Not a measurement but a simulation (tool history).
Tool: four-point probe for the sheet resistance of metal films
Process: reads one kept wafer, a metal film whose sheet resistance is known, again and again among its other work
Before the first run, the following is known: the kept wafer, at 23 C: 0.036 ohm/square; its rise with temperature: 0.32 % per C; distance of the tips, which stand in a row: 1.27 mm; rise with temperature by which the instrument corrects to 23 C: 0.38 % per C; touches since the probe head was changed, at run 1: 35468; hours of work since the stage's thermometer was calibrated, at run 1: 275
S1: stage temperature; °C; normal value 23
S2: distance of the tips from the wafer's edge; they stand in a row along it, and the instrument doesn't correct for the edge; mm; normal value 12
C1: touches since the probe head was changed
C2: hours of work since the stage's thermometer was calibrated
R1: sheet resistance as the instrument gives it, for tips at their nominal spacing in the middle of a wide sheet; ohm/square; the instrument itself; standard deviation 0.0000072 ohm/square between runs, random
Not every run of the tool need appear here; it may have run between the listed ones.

Run 1, hour 0.0: usual settings; C1 35468; C2 275. Result: R1 0.036125 ohm/square.
Run 2, hour 8.5: usual settings but S2 20 mm; C1 35810; C2 279. Result: R1 0.035999 ohm/square.
Run 3, hour 26.2: usual settings but S2 20 mm; C1 36524; C2 288. Result: R1 0.035996 ohm/square.
Run 4, hour 43.3: usual settings but S2 4 mm; C1 37215; C2 297. Result: R1 0.037765 ohm/square.
Run 5, hour 52.8: usual settings but S2 4 mm; C1 37598; C2 302. Result: R1 0.037746 ohm/square.
Run 6, hour 60.9: usual settings but S2 4 mm; C1 37922; C2 306. Result: R1 0.037756 ohm/square.
Run 7, hour 78.4: usual settings but S1 20 °C; C1 38629; C2 315. Result: R1 0.036197 ohm/square.
Run 8, hour 86.4: usual settings; C1 38951; C2 320. Result: R1 0.036125 ohm/square.
Run 9, hour 97.3: usual settings; C1 39390; C2 325. Result: R1 0.036129 ohm/square.
Run 10, hour 105.9: usual settings; C1 39739; C2 330. Result: R1 0.036135 ohm/square.
Run 11, hour 117.4: usual settings; C1 40202; C2 336. Result: R1 0.036133 ohm/square.
Run 12, hour 135.6: usual settings; C1 40934; C2 345. Result: R1 0.036102 ohm/square.
Run 13, hour 154.1: usual settings; C1 41681; C2 355. Result: R1 0.036117 ohm/square.
Run 14, hour 167.1: usual settings; C1 42206; C2 361. Result: R1 0.036096 ohm/square.
Run 15, hour 180.9: usual settings but S2 6 mm; C1 42760; C2 368. Result: R1 0.036738 ohm/square.
At hour 182.2: stage's thermometer calibrated.
Run 16, hour 197.3: usual settings but S1 21 °C, S2 13 mm; C1 43401; C2 8. Result: R1 0.036130 ohm/square.
Run 17, hour 206.3: usual settings but S1 21 °C, S2 13 mm; C1 43766; C2 12. Result: R1 0.036114 ohm/square.
Run 18, hour 215.0: usual settings but S1 24 °C, S2 7 mm; C1 44117; C2 17. Result: R1 0.036492 ohm/square.
Run 19, hour 228.2: usual settings but S1 19 °C, S2 29 mm; C1 44647; C2 24. Result: R1 0.036009 ohm/square.
At hour 235.3: stage's thermometer calibrated, once more.
Run 20, hour 245.8: usual settings but S1 21 °C, S2 4 mm; C1 45339; C2 5. Result: R1 0.037794 ohm/square.
Run 21, hour 259.1: usual settings but S1 21 °C, S2 4 mm; C1 45874; C2 12. Result: R1 0.037786 ohm/square.
Run 22, hour 267.5: usual settings but S1 26 °C, S2 3 mm; C1 46211; C2 17. Result: R1 0.038967 ohm/square.
Run 23, hour 281.1: usual settings but S1 26 °C, S2 3 mm; C1 46761; C2 24. Result: R1 0.038947 ohm/square.
Run 24, hour 289.1: usual settings but S1 19 °C, S2 20 mm; C1 47081; C2 28. Result: R1 0.036070 ohm/square.
Run 25, hour 297.4: usual settings but S1 30 °C; C1 47416; C2 32. Result: R1 0.035953 ohm/square.

Predict the results of run 26:
Run 26, hour 310.3: usual settings but S1 19 °C, S2 47 mm; C1 47937; C2 39. Result: R1 ?.

R1: 0.035993 ohm/square
With no hidden state in the tool, this same run would have given R1 0.036095 ohm/square.
